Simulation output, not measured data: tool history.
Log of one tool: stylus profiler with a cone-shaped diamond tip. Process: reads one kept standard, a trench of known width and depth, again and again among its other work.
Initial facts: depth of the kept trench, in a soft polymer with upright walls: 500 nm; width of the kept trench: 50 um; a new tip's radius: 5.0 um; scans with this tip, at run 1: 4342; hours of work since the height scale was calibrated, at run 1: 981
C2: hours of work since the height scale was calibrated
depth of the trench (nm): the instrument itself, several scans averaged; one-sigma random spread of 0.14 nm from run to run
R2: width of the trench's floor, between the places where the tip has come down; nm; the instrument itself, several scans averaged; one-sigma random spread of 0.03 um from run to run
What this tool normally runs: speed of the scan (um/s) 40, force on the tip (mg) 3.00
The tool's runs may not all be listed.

{"run": 1, "hour": 0.0, "speed of the scan (um/s)": 40, "force on the tip (mg)": 3.0, "scans with this tip": 4342, "C2": 981, "depth of the trench (nm)": 506.81, "R2": 45580}
{"run": 2, "hour": 33.1, "speed of the scan (um/s)": 40, "force on the tip (mg)": 3.0, "scans with this tip": 4446, "C2": 1004, "depth of the trench (nm)": 506.35, "R2": 45560}
{"run": 3, "hour": 55.8, "speed of the scan (um/s)": 40, "force on the tip (mg)": 3.0, "scans with this tip": 4517, "C2": 1020, "depth of the trench (nm)": 506.57, "R2": 45560}
{"run": 4, "hour": 71.2, "speed of the scan (um/s)": 40, "force on the tip (mg)": 3.0, "scans with this tip": 4565, "C2": 1031, "depth of the trench (nm)": 506.38, "R2": 45530}
{"run": 5, "hour": 106.6, "speed of the scan (um/s)": 40, "force on the tip (mg)": 6.52, "scans with this tip": 4676, "C2": 1056, "depth of the trench (nm)": 511.13, "R2": 45570}
{"run": 6, "hour": 138.6, "speed of the scan (um/s)": 40, "force on the tip (mg)": 3.0, "scans with this tip": 4776, "C2": 1079, "depth of the trench (nm)": 506.68, "R2": 45570}
{"run": 7, "hour": 157.4, "speed of the scan (um/s)": 40, "force on the tip (mg)": 3.0, "scans with this tip": 4835, "C2": 1092, "depth of the trench (nm)": 506.53, "R2": 45570}
{"run": 8, "hour": 186.1, "speed of the scan (um/s)": 40, "force on the tip (mg)": 7.38, "scans with this tip": 4925, "C2": 1112, "depth of the trench (nm)": 512.0, "R2": 45590}
{"run": 9, "hour": 209.4, "speed of the scan (um/s)": 70, "force on the tip (mg)": 3.0, "scans with this tip": 4998, "C2": 1129, "depth of the trench (nm)": 506.39, "R2": 45550}
{"run": 10, "hour": 236.1, "speed of the scan (um/s)": 70, "force on the tip (mg)": 3.0, "scans with this tip": 5082, "C2": 1148, "depth of the trench (nm)": 506.27, "R2": 45520}
{"run": 11, "hour": 254.1, "speed of the scan (um/s)": 70, "force on the tip (mg)": 3.0, "scans with this tip": 5138, "C2": 1161, "depth of the trench (nm)": 506.51, "R2": 45550}
{"run": 12, "hour": 269.9, "speed of the scan (um/s)": 70, "force on the tip (mg)": 3.0, "scans with this tip": 5188, "C2": 1172, "depth of the trench (nm)": 506.83, "R2": 45540}
{"run": 13, "hour": 298.2, "speed of the scan (um/s)": 70, "force on the tip (mg)": 3.0, "scans with this tip": 5276, "C2": 1192, "depth of the trench (nm)": 506.58, "R2": 45480}
{"run": 14, "hour": 321.9, "speed of the scan (um/s)": 70, "force on the tip (mg)": 3.0, "scans with this tip": 5351, "C2": 1209, "depth of the trench (nm)": 506.38, "R2": 45480}
{"run": 15, "hour": 357.6, "speed of the scan (um/s)": 39, "force on the tip (mg)": 1.05, "scans with this tip": 5462, "C2": 1234, "depth of the trench (nm)": 502.94, "R2": 45520}
{"run": 16, "hour": 389.8, "speed of the scan (um/s)": 39, "force on the tip (mg)": 1.22, "scans with this tip": 5563, "C2": 1257, "depth of the trench (nm)": 503.5, "R2": 45550}
{"run": 17, "hour": 421.4, "speed of the scan (um/s)": 28, "force on the tip (mg)": 2.26, "scans with this tip": 5662, "C2": 1279, "depth of the trench (nm)": 505.23, "R2": 45590}
{"run": 18, "hour": 441.0, "speed of the scan (um/s)": 49, "force on the tip (mg)": 4.81, "scans with this tip": 5724, "C2": 1293, "depth of the trench (nm)": 509.12, "R2": 45550}
{"run": 19, "hour": 469.9, "speed of the scan (um/s)": 17, "force on the tip (mg)": 7.75, "scans with this tip": 5815, "C2": 1313, "depth of the trench (nm)": 512.18, "R2": 45650}
{"run": 20, "hour": 491.4, "speed of the scan (um/s)": 19, "force on the tip (mg)": 4.78, "scans with this tip": 5882, "C2": 1329, "depth of the trench (nm)": 509.14, "R2": 45640}
{"run": 21, "hour": 524.4, "speed of the scan (um/s)": 39, "force on the tip (mg)": 1.25, "scans with this tip": 5985, "C2": 1352, "depth of the trench (nm)": 503.37, "R2": 45600}
{"run": 22, "hour": 553.7, "speed of the scan (um/s)": 81, "force on the tip (mg)": 3.04, "scans with this tip": 6077, "C2": 1373, "depth of the trench (nm)": 506.56, "R2": 45490}
{"run": 23, "hour": 575.2, "speed of the scan (um/s)": 81, "force on the tip (mg)": 3.04, "scans with this tip": 6144, "C2": 1388, "depth of the trench (nm)": 506.63, "R2": 45470}
{"run": 24, "hour": 590.5, "speed of the scan (um/s)": 88, "force on the tip (mg)": 3.08, "scans with this tip": 6193, "C2": 1399, "depth of the trench (nm)": 506.55, "R2": 45480}

Predict each of these 3 candidate next runs independently; none follows another, all start after run 24:
{"run": "A", "hour": 623.1, "speed of the scan (um/s)": 15, "force on the tip (mg)": 5.84, "scans with this tip": 6295, "C2": 1422, "depth of the trench (nm)": "?", "R2": "?"}
{"run": "B", "hour": 623.1, "speed of the scan (um/s)": 47, "force on the tip (mg)": 6.75, "scans with this tip": 6295, "C2": 1422, "depth of the trench (nm)": "?", "R2": "?"}
{"run": "C", "hour": 623.1, "speed of the scan (um/s)": 147, "force on the tip (mg)": 7.29, "scans with this tip": 6295, "C2": 1422, "depth of the trench (nm)": "?", "R2": "?"}

run=A depth_of_the_trench_(nm)=509.88 R2=45610
run=B depth_of_the_trench_(nm)=511.16 R2=45560
run=C depth_of_the_trench_(nm)=511.80 R2=45550
Stripped of hidden state, with their random variation kept, the same runs would have yielded:
run=A depth_of_the_trench_(nm)=509.91 R2=45610
run=B depth_of_the_trench_(nm)=511.18 R2=45570
run=C depth_of_the_trench_(nm)=511.82 R2=45560
